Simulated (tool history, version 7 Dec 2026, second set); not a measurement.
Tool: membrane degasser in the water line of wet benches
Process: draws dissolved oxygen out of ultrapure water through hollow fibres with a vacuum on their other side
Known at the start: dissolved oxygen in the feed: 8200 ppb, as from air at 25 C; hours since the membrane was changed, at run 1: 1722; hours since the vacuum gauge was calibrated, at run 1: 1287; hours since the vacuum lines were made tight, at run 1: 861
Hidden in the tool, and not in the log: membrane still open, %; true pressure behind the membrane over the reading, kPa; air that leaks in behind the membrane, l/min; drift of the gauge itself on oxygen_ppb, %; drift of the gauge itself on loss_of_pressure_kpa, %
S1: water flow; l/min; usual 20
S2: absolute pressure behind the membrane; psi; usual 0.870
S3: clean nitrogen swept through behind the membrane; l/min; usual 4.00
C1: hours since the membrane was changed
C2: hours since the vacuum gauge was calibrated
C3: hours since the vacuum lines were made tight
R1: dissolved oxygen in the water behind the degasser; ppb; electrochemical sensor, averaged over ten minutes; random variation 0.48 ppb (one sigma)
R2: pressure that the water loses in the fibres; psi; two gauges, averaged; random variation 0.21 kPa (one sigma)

| run | hour | S1 | S2 | S3 | C1 | C2 | C3 | R1 | R2 |
|---|---|---|---|---|---|---|---|---|---|
| 1 | 0.0 | 20 | 0.870 | 4.00 | 1722 | 1287 | 861 | 39.0 | 7.361 |
| 2 | 98.7 | 22 | 0.870 | 4.00 | 1821 | 1386 | 959 | 43.7 | 8.115 |
| 3 | 212.2 | 22 | 0.870 | 4.00 | 1934 | 1499 | 1073 | 42.6 | 8.140 |
| 4 | 324.0 | 22 | 0.870 | 7.09 | 2046 | 1611 | 1185 | 27.5 | 8.096 |
| 5 | 443.8 | 22 | 0.870 | 7.09 | 2166 | 1731 | 1304 | 26.9 | 8.079 |
| 6 | 508.5 | 22 | 0.870 | 7.09 | 2230 | 1795 | 1369 | 27.4 | 8.111 |
| 7 | 563.7 | 20 | 1.111 | 4.00 | 2286 | 1851 | 1424 | 58.4 | 7.391 |
| 8 | 647.4 | 20 | 0.870 | 4.00 | 2369 | 1934 | 1508 | 39.9 | 7.401 |
| 9 | 750.5 | 20 | 0.870 | 4.00 | 2472 | 2037 | 1611 | 39.7 | 7.390 |
| 10 | 813.7 | 20 | 0.870 | 4.00 | 2536 | 2101 | 1674 | 39.6 | 7.385 |
| 11 | 910.1 | 20 | 0.870 | 4.00 | 2632 | 2197 | 1771 | 39.3 | 7.364 |
| 12 | 1005.2 | 20 | 0.870 | 4.00 | 2727 | 2292 | 1866 | 39.7 | 7.424 |
| 13 | 1058.9 | 20 | 0.870 | 4.00 | 2781 | 2346 | 1919 | 40.1 | 7.355 |
| 14 | 1158.5 | 20 | 0.870 | 4.00 | 2880 | 2445 | 2019 | 39.3 | 7.403 |
| 15 | 1212.7 | 30 | 0.870 | 8.69 | 2935 | 2500 | 2073 | 37.2 | 11.088 |
| 16 | 1266.2 | 23 | 1.749 | 6.18 | 2988 | 2553 | 2127 | 87.7 | 8.562 |
| 17 | 1364.3 | 23 | 1.749 | 6.18 | 3086 | 2651 | 2225 | 88.8 | 8.553 |
| 18 | 1435.1 | 16 | 0.753 | 3.55 | 3157 | 2722 | 2296 | 25.9 | 5.894 |
| 19 | 1522.4 | 16 | 0.870 | 4.27 | 3244 | 2809 | 2383 | 29.7 | 5.952 |
| 20 | 1589.2 | 16 | 0.870 | 4.27 | 3311 | 2876 | 2450 | 29.4 | 5.942 |
| 21 | 1659.3 | 32 | 0.965 | 1.70 | 3381 | 2946 | 2520 | 163.2 | 11.834 |
| 22 | 1778.4 | 17 | 1.141 | 7.25 | 3500 | 3065 | 2639 | 31.1 | 6.321 |
| 23 | 1850.8 | 17 | 1.141 | 7.25 | 3573 | 3138 | 2711 | 30.6 | 6.332 |
| 24 | 1935.9 | 18 | 1.331 | 4.50 | 3658 | 3223 | 2796 | 63.4 | 6.669 |
| 25 | 2026.2 | 16 | 2.116 | 5.16 | 3748 | 3313 | 2887 | 91.5 | 6.015 |
| 26 | 2081.6 | 21 | 1.199 | 8.59 | 3804 | 3368 | 2942 | 35.8 | 7.804 |
| 27 | 2178.0 | 20 | 1.036 | 4.00 | 3900 | 3465 | 3039 | 54.4 | 7.439 |

Forecast each of these 3 alternatives for the next run:
| A | 2252.0 | 20 | 0.870 | 2.81 | 3974 | 3539 | 3113 | ? | ? |
| B | 2252.0 | 17 | 0.853 | 4.00 | 3974 | 3539 | 3113 | ? | ? |
| C | 2252.0 | 20 | 0.644 | 4.00 | 3974 | 3539 | 3113 | ? | ? |

| run | R1 | R2 |
|---|---|---|
| A | 56.5 | 7.446 |
| B | 33.0 | 6.313 |
| C | 22.4 | 7.410 |
Without the tool's hidden state the same runs would have given:
| run | R1 | R2 |
|---|---|---|
| A | 51.3 | 7.281 |
| B | 29.8 | 6.173 |
| C | 18.7 | 7.245 |
